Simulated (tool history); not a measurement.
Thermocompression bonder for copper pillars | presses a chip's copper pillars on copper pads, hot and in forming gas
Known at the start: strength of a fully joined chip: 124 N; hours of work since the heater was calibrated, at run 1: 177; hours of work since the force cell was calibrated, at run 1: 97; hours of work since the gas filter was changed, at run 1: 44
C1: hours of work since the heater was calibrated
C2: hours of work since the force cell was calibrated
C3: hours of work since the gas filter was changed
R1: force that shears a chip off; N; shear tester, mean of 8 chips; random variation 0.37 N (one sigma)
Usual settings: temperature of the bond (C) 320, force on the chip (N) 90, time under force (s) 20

Run 1, day 0: usual settings; C1 177; C2 97; C3 44. Result: R1 69.6 N.
Run 2, day 2.292: usual settings but temperature of the bond (C) 349; C1 214; C2 135; C3 81. Result: R1 91.8 N.
Run 3, day 3.621: usual settings but temperature of the bond (C) 303; C1 236; C2 156; C3 103. Result: R1 57.2 N.
At day 4: forming gas filter changed.
Run 4, day 4.942: usual settings but temperature of the bond (C) 303; C1 257; C2 177; C3 15. Result: R1 56.7 N.
Run 5, day 6.812: usual settings but temperature of the bond (C) 303; C1 287; C2 208; C3 46. Result: R1 57.4 N.
Run 6, day 8.854: usual settings but temperature of the bond (C) 303; C1 320; C2 241; C3 79. Result: R1 57 N.
At day 10.596: forming gas filter changed.
Run 7, day 10.7: usual settings but temperature of the bond (C) 303; C1 350; C2 270; C3 2. Result: R1 57 N.
Run 8, day 11.817: usual settings but temperature of the bond (C) 303; C1 368; C2 288; C3 20. Result: R1 56.7 N.
Run 9, day 13.188: usual settings but temperature of the bond (C) 314; C1 390; C2 311; C3 42. Result: R1 66.1 N.
Run 10, day 14.483: usual settings but temperature of the bond (C) 313; C1 411; C2 332; C3 63. Result: R1 64.6 N.
Run 11, day 16.879: usual settings but time under force (s) 35; C1 450; C2 371; C3 102. Result: R1 83.3 N.
At day 17.212: forming gas filter changed.
Run 12, day 19.212: usual settings but time under force (s) 35; C1 488; C2 408; C3 32. Result: R1 82.8 N.
Run 13, day 21.104: usual settings but temperature of the bond (C) 340, force on the chip (N) 97, time under force (s) 13; C1 518; C2 439; C3 63. Result: R1 77.8 N.
Run 14, day 22.504: usual settings but temperature of the bond (C) 323, force on the chip (N) 64, time under force (s) 13; C1 541; C2 461; C3 86. Result: R1 54.6 N.
At day 23.829: forming gas filter changed.
Run 15, day 24.712: usual settings but force on the chip (N) 84; C1 577; C2 497; C3 14. Result: R1 69 N.
At day 25.583: heater calibrated with a thermocouple chip.
Run 16, day 27.046: usual settings but temperature of the bond (C) 313, force on the chip (N) 82, time under force (s) 16; C1 24; C2 533; C3 51. Result: R1 58.2 N.
Run 17, day 29.617: usual settings but temperature of the bond (C) 313, force on the chip (N) 80, time under force (s) 14; C1 65; C2 575; C3 93. Result: R1 55.1 N.
At day 30.658: forming gas filter changed.
Run 18, day 31.746: usual settings but temperature of the bond (C) 313, force on the chip (N) 80, time under force (s) 14; C1 100; C2 609; C3 18. Result: R1 55.3 N.
Run 19, day 33.621: usual settings but temperature of the bond (C) 313, force on the chip (N) 80, time under force (s) 14; C1 130; C2 640; C3 48. Result: R1 55.3 N.
Run 20, day 35.042: usual settings but temperature of the bond (C) 313, force on the chip (N) 80, time under force (s) 14; C1 153; C2 663; C3 71. Result: R1 55.3 N.
Run 21, day 36.821: usual settings but force on the chip (N) 80, time under force (s) 22; C1 182; C2 692; C3 100. Result: R1 70.3 N.
At day 37.392: forming gas filter changed.
At day 37.817: gauge calibrated.
Run 22, day 38.804: usual settings but temperature of the bond (C) 300, force on the chip (N) 62, time under force (s) 49; C1 214; C2 724; C3 23. Result: R1 63.5 N.
Run 23, day 40.117: usual settings but temperature of the bond (C) 300, force on the chip (N) 62, time under force (s) 49; C1 235; C2 745; C3 44. Result: R1 63.4 N.
Run 24, day 42.208: usual settings but temperature of the bond (C) 300, force on the chip (N) 62, time under force (s) 49; C1 269; C2 779; C3 78. Result: R1 62.9 N.

Hidden state or all else? Some run-to-run changes of R1, split into what the settings, what came in and random variation would give without the hidden state, and what is left for the hidden state (with any gauge scatter that isn't in both results):
The hidden state here: true temperature of the bond over the reading, C; force that reaches the chip, % of what is set; oxide that the forming gas leaves, % of the face; drift of the gauge itself on shear_n, %.
Run 2 -> 3: temperature of the bond (C) 349 -> 303. R1 -34.6 N: hidden state +0, all else -34.6.
Run 13 -> 14: temperature of the bond (C) 340 -> 323, force on the chip (N) 97 -> 64. R1 -23.2 N: hidden state -0.3, all else -22.9.
Run 20 -> 21: temperature of the bond (C) 313 -> 320, time under force (s) 14 -> 22. R1 +15 N: hidden state +0.5, all else +14.5.
Run 21 -> 22: temperature of the bond (C) 320 -> 300, force on the chip (N) 80 -> 62, time under force (s) 22 -> 49, forming gas filter changed, gauge calibrated. R1 -6.8 N: hidden state -1.7, all else -5.1.

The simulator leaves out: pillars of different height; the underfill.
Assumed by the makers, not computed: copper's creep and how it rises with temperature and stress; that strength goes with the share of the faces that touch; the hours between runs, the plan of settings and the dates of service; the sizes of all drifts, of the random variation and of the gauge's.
